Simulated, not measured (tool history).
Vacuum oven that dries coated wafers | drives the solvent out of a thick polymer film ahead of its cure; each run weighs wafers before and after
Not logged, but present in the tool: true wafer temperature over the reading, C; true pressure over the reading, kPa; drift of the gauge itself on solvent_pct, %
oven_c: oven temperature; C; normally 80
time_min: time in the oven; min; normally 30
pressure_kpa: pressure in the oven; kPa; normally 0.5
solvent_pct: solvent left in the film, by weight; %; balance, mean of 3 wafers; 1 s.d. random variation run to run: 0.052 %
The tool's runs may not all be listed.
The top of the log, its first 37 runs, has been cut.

| run | hour | oven_c | time_min | pressure_kpa | hours of work since the thermocouples were calibrated | hours of work since the vacuum gauge was cleaned of residue | solvent_pct |
|---|---|---|---|---|---|---|---|
|  | 768 | vacuum gauge cleaned of residue and calibrated, once more |
| 38 | 768 | 70 | 30 | 0.428 | 355 | 0 | 3.84 |
| 39 | 787.2 | 88 | 30 | 1.663 | 368 | 13 | 2.2 |
| 40 | 812.8 | 95 | 45 | 1.06 | 386 | 30 | 1.08 |
| 41 | 839.4 | 95 | 45 | 1.06 | 404 | 48 | 1.17 |
| 42 | 862.4 | 65 | 30 | 0.5 | 419 | 64 | 5.89 |
| 43 | 885.7 | 65 | 30 | 0.5 | 435 | 80 | 5.76 |
| 44 | 905.3 | 80 | 51 | 0.316 | 448 | 93 | 0.77 |
| 45 | 922.8 | 80 | 30 | 1.299 | 460 | 105 | 2.9 |
| 46 | 937.5 | 85 | 45 | 0.542 | 470 | 115 | 0.81 |
| 47 | 959.5 | 68 | 30 | 1.963 | 485 | 129 | 8.23 |
| 48 | 989.3 | 77 | 30 | 0.5 | 505 | 150 | 2.04 |

Forecast each of these 3 alternatives for the next run:
| A | 1015.8 | 77 | 51 | 1.315 | 523 | 168 | ? |
| B | 1015.8 | 86 | 30 | 0.5 | 523 | 168 | ? |
| C | 1015.8 | 68 | 30 | 0.5 | 523 | 168 | ? |

| run | solvent_pct |
|---|---|
| A | 2.94 |
| B | 0.8 |
| C | 4.82 |
With the hidden condition removed and each run's random variation left untouched, the same runs would have given:
| run | solvent_pct |
|---|---|
| A | 3 |
| B | 0.79 |
| C | 5.09 |
